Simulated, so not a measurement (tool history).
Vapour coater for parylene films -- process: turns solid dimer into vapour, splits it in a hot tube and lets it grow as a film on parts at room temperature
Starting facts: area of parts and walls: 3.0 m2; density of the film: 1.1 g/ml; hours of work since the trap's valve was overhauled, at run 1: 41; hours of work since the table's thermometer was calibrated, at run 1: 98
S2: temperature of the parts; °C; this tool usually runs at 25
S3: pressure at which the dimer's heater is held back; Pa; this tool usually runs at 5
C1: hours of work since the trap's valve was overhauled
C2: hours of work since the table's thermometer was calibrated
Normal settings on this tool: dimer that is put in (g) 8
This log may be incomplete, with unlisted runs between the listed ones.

Run 1, hour 0: usual settings; C1 41; C2 98. Result: thickness of the film (µm) 1.12.
Run 2, hour 26.8: usual settings but dimer that is put in (g) 11; C1 52; C2 110. Result: thickness of the film (µm) 1.58.
Run 3, hour 62.6: usual settings but S2 32 °C; C1 68; C2 125. Result: thickness of the film (µm) 0.93.
Run 4, hour 88.5: usual settings but S2 32 °C; C1 79; C2 137. Result: thickness of the film (µm) 0.94.
Run 5, hour 116.9: usual settings but S3 5.07 Pa; C1 91; C2 149. Result: thickness of the film (µm) 1.11.
Run 6, hour 150.7: usual settings but S3 5.07 Pa; C1 106; C2 163. Result: thickness of the film (µm) 1.15.
Run 7, hour 166.4: usual settings but dimer that is put in (g) 4, S3 5.07 Pa; C1 112; C2 170. Result: thickness of the film (µm) 0.56.
Run 8, hour 192: usual settings; C1 123; C2 181. Result: thickness of the film (µm) 1.12.
Run 9, hour 218.5: usual settings; C1 135; C2 192. Result: thickness of the film (µm) 1.11.
Run 10, hour 240: usual settings but dimer that is put in (g) 4; C1 144; C2 202. Result: thickness of the film (µm) 0.57.
Run 11, hour 276.8: usual settings but dimer that is put in (g) 4; C1 160; C2 218. Result: thickness of the film (µm) 0.57.
Run 12, hour 310.5: usual settings but dimer that is put in (g) 4, S2 20 °C; C1 174; C2 232. Result: thickness of the film (µm) 0.64.
Run 13, hour 338.1: usual settings but dimer that is put in (g) 4, S2 20 °C, S3 2.64 Pa; C1 186; C2 244. Result: thickness of the film (µm) 0.74.
Run 14, hour 358.3: usual settings but S2 23 °C; C1 195; C2 253. Result: thickness of the film (µm) 1.18.
Run 15, hour 396.2: usual settings but S2 23 °C; C1 211; C2 269. Result: thickness of the film (µm) 1.19.
Run 16, hour 425.9: usual settings but S2 23 °C; C1 224; C2 282. Result: thickness of the film (µm) 1.17.
Run 17, hour 453.5: usual settings but S3 9.32 Pa; C1 236; C2 294. Result: thickness of the film (µm) 0.98.
Run 18, hour 477.2: usual settings but S2 21 °C, S3 9.32 Pa; C1 246; C2 304. Result: thickness of the film (µm) 1.11.
Run 19, hour 507.1: usual settings but S2 21 °C, S3 2.33 Pa; C1 259; C2 317. Result: thickness of the film (µm) 1.47.
Run 20, hour 539.4: usual settings but S2 21 °C, S3 2.33 Pa; C1 273; C2 331. Result: thickness of the film (µm) 1.48.
Run 21, hour 575.8: usual settings; C1 288; C2 346. Result: thickness of the film (µm) 1.14.
Run 22, hour 600.7: usual settings; C1 299; C2 357. Result: thickness of the film (µm) 1.13.
Run 23, hour 624.2: usual settings; C1 309; C2 367. Result: thickness of the film (µm) 1.12.
Run 24, hour 661.3: usual settings but S2 24 °C; C1 325; C2 383. Result: thickness of the film (µm) 1.17.
Run 25, hour 678.6: usual settings but S2 24 °C; C1 333; C2 390. Result: thickness of the film (µm) 1.18.
Run 26, hour 713.4: usual settings but dimer that is put in (g) 13, S2 29 °C, S3 5.14 Pa; C1 348; C2 405. Result: thickness of the film (µm) 1.63.
Run 27, hour 746.9: usual settings but dimer that is put in (g) 13, S2 29 °C, S3 5.14 Pa; C1 362; C2 420. Result: thickness of the film (µm) 1.64.
Run 28, hour 776.6: usual settings but dimer that is put in (g) 6, S2 29 °C, S3 5.14 Pa; C1 375; C2 433. Result: thickness of the film (µm) 0.77.
Run 29, hour 814.4: usual settings but dimer that is put in (g) 6, S2 29 °C, S3 5.14 Pa; C1 391; C2 449. Result: thickness of the film (µm) 0.76.
Run 30, hour 837.4: usual settings but dimer that is put in (g) 5, S2 35 °C, S3 4.01 Pa; C1 401; C2 459. Result: thickness of the film (µm) 0.55.
Run 31, hour 861.6: usual settings but dimer that is put in (g) 5, S2 27 °C, S3 7.14 Pa; C1 411; C2 469. Result: thickness of the film (µm) 0.6.
Run 32, hour 892.6: usual settings but dimer that is put in (g) 5, S2 22 °C, S3 4.95 Pa; C1 425; C2 482. Result: thickness of the film (µm) 0.78.
Run 33, hour 922.5: usual settings but dimer that is put in (g) 5, S2 22 °C, S3 4.95 Pa; C1 438; C2 495. Result: thickness of the film (µm) 0.77.
Run 34, hour 956.5: usual settings but dimer that is put in (g) 9; C1 452; C2 510. Result: thickness of the film (µm) 1.27.
Run 35, hour 972.2: usual settings but S2 17 °C; C1 459; C2 517. Result: thickness of the film (µm) 1.41.
Run 36, hour 999: usual settings but S2 17 °C; C1 470; C2 528. Result: thickness of the film (µm) 1.41.
Run 37, hour 1036.6: usual settings but dimer that is put in (g) 14, S2 28 °C, S3 2.12 Pa; C1 487; C2 544. Result: thickness of the film (µm) 2.16.
Run 38, hour 1066.5: usual settings but dimer that is put in (g) 10, S2 27 °C, S3 5.11 Pa; C1 499; C2 557. Result: thickness of the film (µm) 1.34.
Run 39, hour 1097.4: usual settings but S2 28 °C; C1 513; C2 571. Result: thickness of the film (µm) 1.05.
Run 40, hour 1113.1: usual settings but S2 28 °C; C1 520; C2 577. Result: thickness of the film (µm) 1.06.
Run 41, hour 1134.4: usual settings but S2 28 °C; C1 529; C2 586. Result: thickness of the film (µm) 1.02.
Run 42, hour 1164.4: usual settings but S3 3.7 Pa; C1 542; C2 599. Result: thickness of the film (µm) 1.19.
Run 43, hour 1200.2: usual settings but S2 33 °C, S3 2.95 Pa; C1 557; C2 615. Result: thickness of the film (µm) 1.
Run 44, hour 1237.4: usual settings but dimer that is put in (g) 5, S2 33 °C, S3 7.52 Pa; C1 573; C2 631. Result: thickness of the film (µm) 0.51.
Run 45, hour 1253.8: usual settings but dimer that is put in (g) 5, S2 33 °C, S3 7.52 Pa; C1 580; C2 638. Result: thickness of the film (µm) 0.54.
Run 46, hour 1272.3: usual settings but dimer that is put in (g) 3, S3 2.38 Pa; C1 588; C2 646. Result: thickness of the film (µm) 0.5.
Run 47, hour 1304.2: usual settings but dimer that is put in (g) 3, S3 2.38 Pa; C1 602; C2 659. Result: thickness of the film (µm) 0.47.

Forecast each of these 3 alternatives for the next run:
Run A, hour 1342.2: usual settings but dimer that is put in (g) 4, S2 19 °C, S3 10.65 Pa; C1 618; C2 676. Result: thickness of the film (µm) ?.
Run B, hour 1342.2: usual settings but S2 31 °C; C1 618; C2 676. Result: thickness of the film (µm) ?.
Run C, hour 1342.2: usual settings but dimer that is put in (g) 3, S2 28 °C, S3 4.61 Pa; C1 618; C2 676. Result: thickness of the film (µm) ?.

run  thickness of the film (µm)
  A                        0.58
  B                        0.95
  C                        0.37
The same runs, with their run-to-run variation unchanged, on a tool lacking any hidden condition would have given:
run  thickness of the film (µm)
  A                        0.58
  B                        0.96
  C                        0.37
